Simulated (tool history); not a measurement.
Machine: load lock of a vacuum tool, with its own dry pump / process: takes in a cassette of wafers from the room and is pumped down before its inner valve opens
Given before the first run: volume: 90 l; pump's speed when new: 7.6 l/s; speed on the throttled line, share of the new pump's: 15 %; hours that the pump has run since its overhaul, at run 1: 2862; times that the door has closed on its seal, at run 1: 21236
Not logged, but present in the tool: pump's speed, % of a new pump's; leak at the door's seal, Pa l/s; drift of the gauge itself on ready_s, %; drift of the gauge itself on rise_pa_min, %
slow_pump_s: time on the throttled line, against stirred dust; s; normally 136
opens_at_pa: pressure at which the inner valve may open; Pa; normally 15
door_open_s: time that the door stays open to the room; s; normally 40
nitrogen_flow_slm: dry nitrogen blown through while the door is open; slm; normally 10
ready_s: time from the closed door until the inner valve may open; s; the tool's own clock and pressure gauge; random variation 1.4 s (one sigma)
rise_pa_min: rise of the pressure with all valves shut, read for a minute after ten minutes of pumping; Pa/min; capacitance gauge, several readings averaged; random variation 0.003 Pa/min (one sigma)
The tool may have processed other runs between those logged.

run    hour  slow_pump_s  opens_at_pa  door_open_s  nitrogen_flow_slm  hours that the pump has run since its overhaul  times that the door has closed on its seal  incoming humidity of the room's air, %  ready_s  rise_pa_min
  1     0.0          136           15           40                 10                                            2862                                       21236                                    47.2    223.2        0.095
  2   156.5          136           15           40                 10                                            3019                                       21626                                    48.9    224.3        0.100
  3   370.4          136           15           40                 10                                            3233                                       22158                                    48.8    225.3        0.101
  4   537.4          136           15           40                 10                                            3400                                       22574                                    46.1    221.5        0.101
  5   744.1          136           15           37                 10                                            3606                                       23088                                    43.7    225.7        0.099
  6   979.7          136           13           40                 10                                            3842                                       23675                                    47.7    228.8        0.098
  7  1208.3          136           15           40                 10                                            4071                                       24243                                    45.0    224.3        0.107
  8  1454.8          136           15           40                 10                                            4317                                       24857                                    45.8    222.8        0.105
  9  1668.0          136           15           40                 10                                            4530                                       25388                                    46.1    224.1        0.110
 10  1799.7          136           15           40                 10                                            4662                                       25715                                    45.3    225.7        0.108
 11  2080.0          136           15           40                 10                                            4942                                       26413                                    48.0    226.1        0.117
 12  2311.3          136           15           40                 10                                            5174                                       26989                                    44.2    227.5        0.120
 13  2582.5          136           15           40                 10                                            5445                                       27664                                    48.4    227.0        0.120
 14  2861.4          104           15           40                 10                                            5724                                       28358                                    43.5    197.8        0.118
 15  3140.8          104           15           40                 10                                            6003                                       29053                                    41.2    199.8        0.115
 16  3314.9          104           15           40                 10                                            6177                                       29487                                    48.4    199.6        0.127
 17  3445.5          136           15           35                 10                                            6308                                       29812                                    45.0    227.1        0.126
 18  3639.4          240           15           40                 10                                            6502                                       30294                                    45.0    314.7        0.129

Estimate the outcome of run 19 from the log above:
 19  3901.7          240           15           40                 10                                            6764                                       30947                                    43.9        ?            ?

Run 19 yielded ready_s 315.2 s, rise_pa_min 0.128 Pa/min.
If the tool had no hidden condition, the same run with the same run-to-run variation would have returned ready_s 309.0 s, rise_pa_min 0.038 Pa/min.
